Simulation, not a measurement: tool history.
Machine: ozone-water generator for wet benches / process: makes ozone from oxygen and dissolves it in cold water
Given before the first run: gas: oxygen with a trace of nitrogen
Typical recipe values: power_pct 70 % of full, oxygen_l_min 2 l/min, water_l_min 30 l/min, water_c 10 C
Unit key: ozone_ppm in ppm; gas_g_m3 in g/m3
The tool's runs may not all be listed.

| run | hour | power_pct | oxygen_l_min | water_l_min | water_c | ozone_ppm | gas_g_m3 |
|---|---|---|---|---|---|---|---|
| 1 | 0 | 70 | 2 | 30 | 10 | 9.6 | 234.8 |
| 2 | 195.4 | 70 | 2 | 30 | 10 | 9.4 | 233.8 |
| 3 | 325.3 | 70 | 2 | 20 | 10 | 14.5 | 233.3 |
| 4 | 550 | 70 | 2 | 28 | 10 | 10.1 | 232.5 |
| 5 | 768.4 | 46 | 2 | 30 | 10 | 7 | 170.5 |
| 6 | 903.2 | 59 | 2 | 30 | 10 | 8.2 | 206.3 |
| 7 | 1135 | 59 | 2 | 25 | 10 | 10 | 204.5 |
| 8 | 1281.2 | 59 | 2 | 25 | 10 | 10.1 | 204.6 |
| 9 | 1466.8 | 59 | 2 | 25 | 10 | 9.9 | 204.2 |
| 10 | 1699.4 | 59 | 2 | 25 | 10 | 9.9 | 201.5 |
| 11 | 1874 | 59 | 2 | 25 | 10 | 9.7 | 201.1 |
| 12 | 2005.7 | 59 | 2 | 25 | 10 | 9.9 | 201.7 |
| 13 | 2165.5 | 70 | 2 | 30 | 10 | 9 | 226.3 |
| 14 | 2317.7 | 70 | 2.65 | 30 | 10 | 10.3 | 202.2 |
| 15 | 2434.2 | 70 | 2.65 | 30 | 10 | 10.2 | 201.8 |
| 16 | 2655.5 | 70 | 2.12 | 30 | 8 | 9.4 | 218.1 |
| 17 | 2887.8 | 64 | 1.24 | 32 | 6 | 6.3 | 254.1 |
| 18 | 2996.6 | 64 | 1.24 | 32 | 6 | 6.2 | 254.5 |
| 19 | 3139.9 | 42 | 2.09 | 46 | 10 | 4 | 153 |
| 20 | 3310.6 | 70 | 2 | 30 | 12 | 8.8 | 221.2 |
| 21 | 3483.9 | 62 | 2.85 | 19 | 7 | 15.3 | 177.5 |
|  | 3526 | contactor cleaned |
| 22 | 3658 | 65 | 1.03 | 47 | 10 | 3.7 | 274.4 |
| 23 | 3818.9 | 65 | 1.03 | 47 | 10 | 3.8 | 274.5 |
| 24 | 3975.5 | 70 | 3.59 | 33 | 7 | 10.7 | 174.5 |
| 25 | 4196.4 | 90 | 2 | 30 | 10 | 10.6 | 258.5 |
| 26 | 4417.8 | 90 | 2 | 30 | 10 | 10.6 | 254.1 |

Here are 3 independent what-if runs from the current tool condition. What would each one return?
| A | 4621.8 | 82 | 2 | 21 | 10 | ? | ? |
| B | 4621.8 | 70 | 2 | 30 | 11 | ? | ? |
| C | 4621.8 | 61 | 2 | 29 | 10 | ? | ? |

| run | ozone_ppm | gas_g_m3 |
|---|---|---|
| A | 14.2 | 243 |
| B | 8.8 | 214.5 |
| C | 8.2 | 197.4 |
Without the tool's hidden state the same runs would have given:
| run | ozone_ppm | gas_g_m3 |
|---|---|---|
| A | 17.3 | 293.6 |
| B | 10.6 | 254.4 |
| C | 9.7 | 230 |
